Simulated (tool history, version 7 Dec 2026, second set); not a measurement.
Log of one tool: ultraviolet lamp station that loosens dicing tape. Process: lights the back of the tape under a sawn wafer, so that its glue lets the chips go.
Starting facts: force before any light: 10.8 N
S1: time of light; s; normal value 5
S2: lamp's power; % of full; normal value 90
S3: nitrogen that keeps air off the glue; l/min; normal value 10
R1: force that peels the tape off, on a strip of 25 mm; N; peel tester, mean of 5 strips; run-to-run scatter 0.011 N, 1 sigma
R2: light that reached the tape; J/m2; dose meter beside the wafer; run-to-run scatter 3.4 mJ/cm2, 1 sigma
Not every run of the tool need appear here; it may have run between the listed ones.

| run | day | S1 | S2 | S3 | R1 | R2 |
|---|---|---|---|---|---|---|
| 1 | 0 | 5 | 90 | 10 | 0.579 | 5100 |
|  | 2.571 | window cleaned of glue's vapour |
| 2 | 2.775 | 5 | 90 | 10 | 0.692 | 4670 |
| 3 | 5.458 | 5 | 90 | 4 | 1.616 | 4560 |
| 4 | 6.946 | 5 | 90 | 4 | 1.641 | 4490 |
| 5 | 10.2 | 5 | 90 | 6 | 1.295 | 4310 |
| 6 | 13.083 | 5 | 90 | 6 | 1.444 | 4150 |
| 7 | 15.596 | 5 | 90 | 10 | 0.932 | 3980 |
|  | 17.425 | window cleaned of glue's vapour |
| 8 | 18.438 | 5 | 81 | 10 | 0.849 | 4210 |
| 9 | 21.283 | 5 | 71 | 10 | 1.199 | 3540 |
|  | 21.804 | window cleaned of glue's vapour, once more |
| 10 | 23.45 | 5 | 71 | 10 | 1.212 | 3540 |
| 11 | 25.833 | 5 | 71 | 10 | 1.297 | 3400 |
| 12 | 27.188 | 4 | 90 | 4 | 2.529 | 3450 |
| 13 | 28.858 | 4 | 90 | 4 | 2.56 | 3360 |
| 14 | 31.304 | 6 | 81 | 10 | 0.79 | 4380 |
| 15 | 32.929 | 3 | 64 | 10 | 3.58 | 1680 |
| 16 | 35.55 | 3 | 64 | 10 | 3.899 | 1650 |

Some steps in R1 between neighbouring runs. How much of each would the tool show without its hidden state too (settings, what came in, random variation), and how much is left for the hidden state, with any gauge scatter that isn't in both results?
Hidden state present: lamp's light, % of a new lamp's; light that the window lets through, % of a clean one's; drift of the gauge itself on peel_n, %; drift of the gauge itself on dose_mj_cm2, %.
Run 14 -> 15: S1 6 -> 3, S2 81 -> 64. R1 +2.79 N: hidden state +0.844, all else +1.946.
